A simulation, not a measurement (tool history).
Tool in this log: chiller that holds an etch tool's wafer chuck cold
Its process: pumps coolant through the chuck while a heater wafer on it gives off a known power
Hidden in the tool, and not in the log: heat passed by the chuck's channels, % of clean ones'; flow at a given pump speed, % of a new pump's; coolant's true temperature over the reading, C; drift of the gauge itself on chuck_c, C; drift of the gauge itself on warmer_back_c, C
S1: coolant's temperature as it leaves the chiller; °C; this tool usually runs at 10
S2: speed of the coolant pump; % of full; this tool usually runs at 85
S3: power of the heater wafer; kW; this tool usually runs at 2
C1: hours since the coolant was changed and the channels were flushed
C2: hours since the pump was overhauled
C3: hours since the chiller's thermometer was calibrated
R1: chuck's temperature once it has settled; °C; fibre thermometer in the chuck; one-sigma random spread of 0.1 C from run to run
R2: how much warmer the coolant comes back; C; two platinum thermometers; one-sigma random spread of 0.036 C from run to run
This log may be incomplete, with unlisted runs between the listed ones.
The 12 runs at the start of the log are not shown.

| run | day | S1 | S2 | S3 | C1 | C2 | C3 | R1 | R2 |
|---|---|---|---|---|---|---|---|---|---|
| 13 | 78.367 | 16 | 85 | 2 | 7233 | 9900 | 1648 | 30.9 | 6.49 |
| 14 | 87.175 | 16 | 85 | 2 | 7444 | 10111 | 1859 | 31 | 6.44 |
| 15 | 94.933 | 16 | 85 | 2 | 7631 | 10297 | 2045 | 30.9 | 6.5 |
| 16 | 99.508 | 16 | 85 | 2 | 7740 | 10407 | 2155 | 31 | 6.47 |
| 17 | 106.692 | 13 | 68 | 1.444 | 7913 | 10579 | 2327 | 25.8 | 5.9 |
| 18 | 115.221 | 19 | 73 | 1.049 | 8118 | 10784 | 2532 | 27.9 | 3.91 |
| 19 | 120.6 | 10 | 68 | 1.121 | 8247 | 10913 | 2661 | 20.2 | 4.47 |
| 20 | 125.954 | 10 | 68 | 1.121 | 8375 | 11042 | 2790 | 20.1 | 4.53 |
| 21 | 133.567 | 10 | 68 | 1.121 | 8558 | 11225 | 2972 | 20.2 | 4.53 |
| 22 | 137.15 | 10 | 68 | 1.121 | 8644 | 11311 | 3058 | 20.3 | 4.52 |
| 23 | 145.642 | 10 | 68 | 1.121 | 8848 | 11514 | 3262 | 20.1 | 4.43 |
|  | 154.238 | chiller's thermometer calibrated |
| 24 | 154.238 | 10 | 68 | 1.121 | 9053 | 11720 | 0 | 20.3 | 4.46 |
| 25 | 159.033 | 5 | 68 | 2.974 | 9168 | 11835 | 115 | 32.2 | 12.3 |
|  | 162.146 | gauge calibrated |
| 26 | 164.288 | 5 | 68 | 2.974 | 9294 | 11961 | 241 | 32.1 | 12.46 |
| 27 | 168.696 | 5 | 68 | 2.974 | 9400 | 12067 | 347 | 32.2 | 12.57 |
| 28 | 174.875 | 4 | 67 | 2.379 | 9548 | 12215 | 495 | 25.7 | 10.18 |
| 29 | 181.029 | 4 | 67 | 2.379 | 9696 | 12363 | 643 | 25.7 | 10.1 |
|  | 185.054 | coolant changed, channels flushed |
| 30 | 189.446 | 12 | 77 | 2.931 | 105 | 12559 | 839 | 35.8 | 10.81 |
| 31 | 193.129 | 10 | 76 | 2.761 | 194 | 12647 | 927 | 32.7 | 10.26 |
| 32 | 198.696 | 17 | 66 | 2.761 | 327 | 12781 | 1061 | 42.6 | 11.86 |

Branching from run 32: 4 alternative next runs. What would each branch give?
| A | 205.746 | 17 | 64 | 2.761 | 497 | 12950 | 1230 | ? | ? |
| B | 205.746 | 7 | 72 | 2 | 497 | 12950 | 1230 | ? | ? |
| C | 205.746 | 9 | 61 | 1.937 | 497 | 12950 | 1230 | ? | ? |
| D | 205.746 | 13 | 69 | 2 | 497 | 12950 | 1230 | ? | ? |

| run | R1 | R2 |
|---|---|---|
| A | 43.6 | 12.29 |
| B | 24.2 | 7.88 |
| C | 28.4 | 9.08 |
| D | 31 | 8.25 |
Stripped of hidden state, with their random variation kept, the same runs would have yielded:
| run | R1 | R2 |
|---|---|---|
| A | 43.5 | 12.34 |
| B | 24.2 | 7.94 |
| C | 28.3 | 9.14 |
| D | 31 | 8.31 |
